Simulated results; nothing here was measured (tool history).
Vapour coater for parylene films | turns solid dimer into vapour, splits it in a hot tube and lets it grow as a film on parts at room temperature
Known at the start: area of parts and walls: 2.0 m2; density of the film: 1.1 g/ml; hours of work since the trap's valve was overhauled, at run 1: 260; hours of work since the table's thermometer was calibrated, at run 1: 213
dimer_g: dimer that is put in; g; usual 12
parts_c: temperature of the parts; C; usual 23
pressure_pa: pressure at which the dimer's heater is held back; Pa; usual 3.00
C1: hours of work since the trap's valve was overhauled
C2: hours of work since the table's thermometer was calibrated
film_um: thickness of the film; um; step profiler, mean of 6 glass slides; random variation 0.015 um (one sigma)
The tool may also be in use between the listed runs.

Run 1, day 0.000: usual settings; C1 260; C2 213. Result: film_um 2.88 um.
Run 2, day 0.979: usual settings; C1 271; C2 223. Result: film_um 2.83 um.
Run 3, day 2.079: usual settings; C1 282; C2 235. Result: film_um 2.88 um.
Run 4, day 2.912: usual settings; C1 291; C2 244. Result: film_um 2.88 um.
Run 5, day 4.008: usual settings; C1 303; C2 255. Result: film_um 2.87 um.
Run 6, day 4.638: usual settings; C1 309; C2 262. Result: film_um 2.87 um.
Run 7, day 5.221: usual settings; C1 315; C2 268. Result: film_um 2.85 um.
Run 8, day 5.950: usual settings; C1 323; C2 276. Result: film_um 2.86 um.
Run 9, day 7.004: usual settings but dimer_g 20 g; C1 334; C2 287. Result: film_um 4.75 um.
Run 10, day 7.750: usual settings but dimer_g 20 g, pressure_pa 2.03 Pa; C1 342; C2 295. Result: film_um 5.03 um.
Run 11, day 8.438: usual settings but parts_c 30 C; C1 349; C2 302. Result: film_um 2.11 um.
Run 12, day 9.554: usual settings; C1 361; C2 314. Result: film_um 2.84 um.
Run 13, day 10.475: usual settings; C1 371; C2 324. Result: film_um 2.85 um.
Run 14, day 11.017: usual settings; C1 376; C2 329. Result: film_um 2.84 um.
Run 15, day 11.833: usual settings; C1 385; C2 338. Result: film_um 2.84 um.
Run 16, day 12.833: usual settings; C1 396; C2 348. Result: film_um 2.81 um.
Run 17, day 13.404: usual settings; C1 402; C2 354. Result: film_um 2.80 um.
Run 18, day 13.962: usual settings; C1 408; C2 360. Result: film_um 2.84 um.
Run 19, day 14.996: usual settings but dimer_g 22 g; C1 418; C2 371. Result: film_um 5.14 um.
Run 20, day 16.083: usual settings but dimer_g 22 g; C1 430; C2 383. Result: film_um 5.17 um.
Run 21, day 16.954: usual settings but dimer_g 22 g; C1 439; C2 392. Result: film_um 5.14 um.
Run 22, day 17.846: usual settings but dimer_g 22 g; C1 448; C2 401. Result: film_um 5.10 um.
Run 23, day 18.767: usual settings; C1 458; C2 411. Result: film_um 2.80 um.
Run 24, day 19.358: usual settings but dimer_g 8 g; C1 464; C2 417. Result: film_um 1.88 um.
Run 25, day 20.004: usual settings but dimer_g 6 g, parts_c 28 C; C1 471; C2 424. Result: film_um 1.13 um.
Run 26, day 20.629: usual settings but dimer_g 6 g, parts_c 28 C; C1 478; C2 431. Result: film_um 1.15 um.
Run 27, day 21.192: usual settings but parts_c 22 C; C1 484; C2 437. Result: film_um 2.90 um.
Run 28, day 22.304: usual settings but parts_c 22 C; C1 496; C2 448. Result: film_um 2.89 um.
Run 29, day 22.871: usual settings but parts_c 22 C; C1 502; C2 454. Result: film_um 2.92 um.
Run 30, day 23.583: usual settings but parts_c 22 C; C1 509; C2 462. Result: film_um 2.89 um.
Run 31, day 24.554: usual settings but dimer_g 16 g, parts_c 25 C; C1 519; C2 472. Result: film_um 3.42 um.
Run 32, day 25.162: usual settings but dimer_g 10 g, parts_c 29 C; C1 526; C2 478. Result: film_um 1.77 um.

The next listed run, before its measurement:
Run 33, day 25.925: usual settings but dimer_g 9 g, parts_c 34 C, pressure_pa 3.53 Pa; C1 534; C2 486. Result: film_um ?.

{"run 33": {"film_um": 1.3}}
Without the tool's hidden state the same run would have given film_um 1.39 um.
